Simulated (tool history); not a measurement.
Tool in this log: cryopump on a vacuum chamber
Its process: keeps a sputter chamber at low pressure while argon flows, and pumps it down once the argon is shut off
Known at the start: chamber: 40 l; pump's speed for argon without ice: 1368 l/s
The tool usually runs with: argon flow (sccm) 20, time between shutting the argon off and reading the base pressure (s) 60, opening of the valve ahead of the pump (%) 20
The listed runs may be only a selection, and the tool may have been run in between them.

run	hour	argon flow (sccm)	time between shutting the argon off and reading the base pressure (s)	opening of the valve ahead of the pump (%)	pressure while argon flows (Pa)	pressure after the wait (uPa)
1	0	20	60	20	0.1361	2.69
2	98.1	20	60	20	0.1251	2.32
3	141.7	20	60	20	0.1246	2.31
4	224.4	17	60	20	0.1077	2.43
5	322.9	17	60	20	0.1075	2.47
6	402.6	17	60	20	0.1095	2.63
7	459	17	60	20	0.1113	2.6
8	507.3	17	60	20	0.1126	2.72
9	557.6	17	60	20	0.1138	2.77
10	640.5	17	60	20	0.1142	2.81
11	739.9	17	60	20	0.106	2.43
12	832	13	75	22	0.0745	2.36
13	877.3	20	94	56	0.047	2.11
14	951	9	60	21	0.0547	2.7
15	1024.6	9	52	48	0.0252	2.93
16	1095.9	15	185	47	0.0447	1.91
17	1179.8	20	60	41	0.0696	2.89
18	1244.9	9	44	35	0.0376	3.55
19	1326.4	13	148	20	0.0806	1.76
20	1399.7	36	21	18	0.2508	5.21
21	1484.1	26	21	20	0.164	5.04

Between the runs listed above, the log contained 3 entries, not reproduced here. Where in the sequence does each belong, and how does what the log doesn't record of the tool's condition differ from the listed run before to the listed run after?
In the gap between runs 1 and 2: pump warmed up, emptied and cooled again (hour 77.6)
  pump's speed, % of a pump's without ice: 70.3 -> 98.6; cold plate's temperature, K: 12.41 -> 12.43; leak into the chamber, uPa l/s: 1311 -> 1332
  difference, measured minus the result without the unlogged condition, pressure while argon flows (Pa): +0.0108 -> +0.0006; pressure after the wait (uPa): +1.15 -> +0.79
In the gap between runs 10 and 11: pump warmed up, emptied and cooled again (hour 696.8)
  pump's speed, % of a pump's without ice: 68.1 -> 97.3; cold plate's temperature, K: 12.61 -> 12.63; leak into the chamber, uPa l/s: 1452 -> 1474
  difference, measured minus the result without the unlogged condition, pressure while argon flows (Pa): +0.0102 -> +0.0008; pressure after the wait (uPa): +1.34 -> +0.91
In the gap between runs 18 and 19: pump warmed up, emptied and cooled again (hour 1318.1)
  pump's speed, % of a pump's without ice: 69.1 -> 99.1; cold plate's temperature, K: 12.8 -> 12.82; leak into the chamber, uPa l/s: 1586 -> 1604
  difference, measured minus the result without the unlogged condition, pressure while argon flows (Pa): +0.0053 -> +0.0004; pressure after the wait (uPa): +1.5 -> +1
